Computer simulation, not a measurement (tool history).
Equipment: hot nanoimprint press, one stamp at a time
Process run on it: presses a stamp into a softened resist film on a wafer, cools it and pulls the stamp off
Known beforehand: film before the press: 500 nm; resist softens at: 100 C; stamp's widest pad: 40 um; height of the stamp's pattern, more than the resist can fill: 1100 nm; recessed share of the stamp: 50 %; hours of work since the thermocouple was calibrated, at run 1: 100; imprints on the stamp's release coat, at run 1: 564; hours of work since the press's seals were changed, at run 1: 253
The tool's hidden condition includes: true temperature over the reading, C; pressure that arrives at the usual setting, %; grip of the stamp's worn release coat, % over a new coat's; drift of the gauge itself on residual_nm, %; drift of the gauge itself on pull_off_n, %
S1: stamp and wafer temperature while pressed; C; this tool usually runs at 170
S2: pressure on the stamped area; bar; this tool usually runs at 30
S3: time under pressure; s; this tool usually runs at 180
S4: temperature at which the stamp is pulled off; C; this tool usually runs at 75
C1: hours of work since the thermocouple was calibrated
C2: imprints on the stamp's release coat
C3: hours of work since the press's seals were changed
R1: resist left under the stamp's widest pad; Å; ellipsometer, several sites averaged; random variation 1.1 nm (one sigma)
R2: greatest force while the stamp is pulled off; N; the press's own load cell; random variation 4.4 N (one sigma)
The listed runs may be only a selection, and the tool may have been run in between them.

Run 1, hour 0: usual settings; C1 100; C2 564; C3 253. Result: R1 2924 Å, R2 221 N.
Run 2, hour 48.8: usual settings; C1 124; C2 694; C3 277. Result: R1 2938 Å, R2 224 N.
Run 3, hour 71.3: usual settings; C1 134; C2 754; C3 287. Result: R1 2944 Å, R2 227 N.
Run 4, hour 100.4: usual settings; C1 148; C2 832; C3 301. Result: R1 2935 Å, R2 216 N.
Run 5, hour 140: usual settings but S2 29.9 bar; C1 167; C2 937; C3 320. Result: R1 2936 Å, R2 221 N.
Run 6, hour 180.8: usual settings but S1 162 C; C1 186; C2 1047; C3 340. Result: R1 3661 Å, R2 229 N.
Run 7, hour 209.5: usual settings but S1 162 C, S2 37.5 bar; C1 200; C2 1123; C3 353. Result: R1 3427 Å, R2 227 N.
Run 8, hour 250.6: usual settings; C1 220; C2 1233; C3 373. Result: R1 2924 Å, R2 227 N.
Run 9, hour 285.5: usual settings; C1 236; C2 1326; C3 389. Result: R1 2923 Å, R2 219 N.
Run 10, hour 314.4: usual settings; C1 250; C2 1403; C3 403. Result: R1 2929 Å, R2 222 N.
Run 11, hour 349.9: usual settings; C1 267; C2 1498; C3 420. Result: R1 2929 Å, R2 227 N.
Run 12, hour 396.1: usual settings; C1 289; C2 1622; C3 442. Result: R1 2919 Å, R2 227 N.
Run 13, hour 417.2: usual settings; C1 299; C2 1678; C3 452. Result: R1 2948 Å, R2 231 N.
Run 14, hour 441.3: usual settings; C1 310; C2 1742; C3 463. Result: R1 2940 Å, R2 226 N.
Run 15, hour 482.4: usual settings but S2 26.3 bar; C1 330; C2 1852; C3 483. Result: R1 3062 Å, R2 227 N.
Run 16, hour 512.8: usual settings; C1 344; C2 1933; C3 497. Result: R1 2930 Å, R2 226 N.
Run 17, hour 548.5: usual settings but S1 161 C, S4 79 C; C1 361; C2 2029; C3 514. Result: R1 3745 Å, R2 206 N.
Run 18, hour 574.7: usual settings but S1 180 C, S2 41.9 bar, S4 66 C; C1 374; C2 2099; C3 527. Result: R1 1796 Å, R2 268 N.
At hour 596.9: plate thermocouple calibrated.
Run 19, hour 599.5: usual settings but S1 163 C, S3 147 s, S4 69 C; C1 1; C2 2157; C3 537. Result: R1 3747 Å, R2 253 N.
Run 20, hour 619.6: usual settings but S1 180 C, S3 320 s, S4 80 C; C1 11; C2 2211; C3 547. Result: R1 1700 Å, R2 201 N.
At hour 635.7: stamp cleaned and given a new release coat.
Run 21, hour 646.8: usual settings but S1 180 C, S3 320 s, S4 80 C; C1 21; C2 29; C3 557. Result: R1 1681 Å, R2 200 N.
Run 22, hour 670.8: usual settings but S1 181 C, S2 23.7 bar, S3 320 s, S4 80 C; C1 32; C2 93; C3 568. Result: R1 1831 Å, R2 207 N.
Run 23, hour 699: usual settings but S1 181 C, S2 23.7 bar, S3 320 s, S4 80 C; C1 46; C2 169; C3 582. Result: R1 1834 Å, R2 199 N.
Run 24, hour 732: usual settings but S1 181 C, S2 44.4 bar, S3 279 s, S4 80 C; C1 61; C2 257; C3 597. Result: R1 1398 Å, R2 211 N.
Run 25, hour 779.1: usual settings but S2 38.2 bar, S3 200 s, S4 72 C; C1 84; C2 383; C3 620. Result: R1 2570 Å, R2 236 N.
At hour 820.4: press's hydraulic seals changed and the load cell set to zero.
Run 26, hour 829.4: usual settings but S2 38.2 bar, S3 200 s, S4 72 C; C1 104; C2 496; C3 4. Result: R1 2567 Å, R2 228 N.
Run 27, hour 851.4: usual settings but S2 38.2 bar, S3 200 s, S4 72 C; C1 114; C2 555; C3 15. Result: R1 2581 Å, R2 239 N.
Run 28, hour 883.9: usual settings but S1 168 C, S2 39.6 bar; C1 130; C2 641; C3 30. Result: R1 2797 Å, R2 224 N.
Run 29, hour 928.9: usual settings but S1 168 C, S2 29 bar; C1 151; C2 761; C3 52. Result: R1 3170 Å, R2 222 N.
Run 30, hour 973.3: usual settings but S1 168 C, S2 29 bar; C1 172; C2 880; C3 73. Result: R1 3153 Å, R2 216 N.
Run 31, hour 1005.7: usual settings but S1 177 C, S2 41.5 bar; C1 188; C2 967; C3 88. Result: R1 2008 Å, R2 223 N.

Describe how what the log doesn't record of the tool's condition differs between the last listed run preceding each entry between runs and the first listed run following it.
After run 18, before run 19: plate thermocouple calibrated (hour 596.9)
  true temperature over the reading, C: 0.07 -> 0
After run 20, before run 21: stamp cleaned and given a new release coat (hour 635.7)
  pressure that arrives at the usual setting, %: 99.95 -> 99.94; grip of the stamp's worn release coat, % over a new coat's: 1.4 -> 0
After run 25, before run 26: press's hydraulic seals changed and the load cell set to zero (hour 820.4)
  pressure that arrives at the usual setting, %: 99.94 -> 100; grip of the stamp's worn release coat, % over a new coat's: 0.2 -> 0.3
